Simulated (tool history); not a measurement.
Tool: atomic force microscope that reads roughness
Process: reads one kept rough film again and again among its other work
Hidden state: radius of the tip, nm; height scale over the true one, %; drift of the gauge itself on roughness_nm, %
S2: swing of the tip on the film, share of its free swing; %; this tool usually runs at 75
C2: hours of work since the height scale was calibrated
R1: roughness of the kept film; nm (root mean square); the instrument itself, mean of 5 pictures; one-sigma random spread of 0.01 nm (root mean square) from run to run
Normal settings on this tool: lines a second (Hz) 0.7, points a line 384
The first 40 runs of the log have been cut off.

At hour 1561.8: new tip fitted.
Run 41, hour 1606.9: usual settings but S2 84 %, points a line 503; pictures with this tip 88; C2 69. Result: R1 2.153 nm (root mean square).
At hour 1638.8: new tip fitted.
Run 42, hour 1638.8: usual settings but lines a second (Hz) 2.955, S2 79 %, points a line 307; pictures with this tip 0; C2 89. Result: R1 1.988 nm (root mean square).
Run 43, hour 1662.9: usual settings but lines a second (Hz) 2.391, points a line 279; pictures with this tip 46; C2 104. Result: R1 2.046 nm (root mean square).
Run 44, hour 1703.5: usual settings but lines a second (Hz) 1.011, S2 88 %, points a line 369; pictures with this tip 125; C2 129. Result: R1 2.016 nm (root mean square).
At hour 1716.5: new tip fitted.
Run 45, hour 1738.6: usual settings but lines a second (Hz) 3.864, S2 86 %, points a line 282; pictures with this tip 43; C2 151. Result: R1 1.69 nm (root mean square).
Run 46, hour 1772.8: usual settings but lines a second (Hz) 1.237, S2 78 %; pictures with this tip 109; C2 172. Result: R1 2.072 nm (root mean square).
At hour 1795.8: new tip fitted.
Run 47, hour 1818.3: usual settings but lines a second (Hz) 1.409, points a line 993; pictures with this tip 43; C2 200. Result: R1 2.178 nm (root mean square).
Run 48, hour 1847.1: usual settings but lines a second (Hz) 1.409, points a line 555; pictures with this tip 99; C2 218. Result: R1 2.133 nm (root mean square).
At hour 1874.6: new tip fitted.
Run 49, hour 1884.6: usual settings but lines a second (Hz) 1.409, points a line 555; pictures with this tip 19; C2 241. Result: R1 2.201 nm (root mean square).
Run 50, hour 1928: usual settings but lines a second (Hz) 3.03, points a line 520; pictures with this tip 104; C2 268. Result: R1 1.921 nm (root mean square).

Predict each of these 4 candidate next runs independently; none follows another, all start after run 50:
At hour 1954.1: new tip fitted.
Run A, hour 1980.3: usual settings but lines a second (Hz) 2.576, points a line 520; pictures with this tip 51; C2 301. Result: R1 ?.
At hour 1954.1: new tip fitted.
Run B, hour 1980.3: usual settings but S2 62 %, points a line 284; pictures with this tip 51; C2 301. Result: R1 ?.
At hour 1954.1: new tip fitted.
Run C, hour 1980.3: usual settings but S2 59 %; pictures with this tip 51; C2 301. Result: R1 ?.
At hour 1954.1: new tip fitted.
Run D, hour 1980.3: usual settings but lines a second (Hz) 3.332; pictures with this tip 51; C2 301. Result: R1 ?.

run     R1
  A  2.056
  B  2.314
  C  2.331
  D  1.962
What these runs would have given with no unlogged condition in the tool:
run     R1
  A  2.118
  B  2.384
  C  2.402
  D  2.021
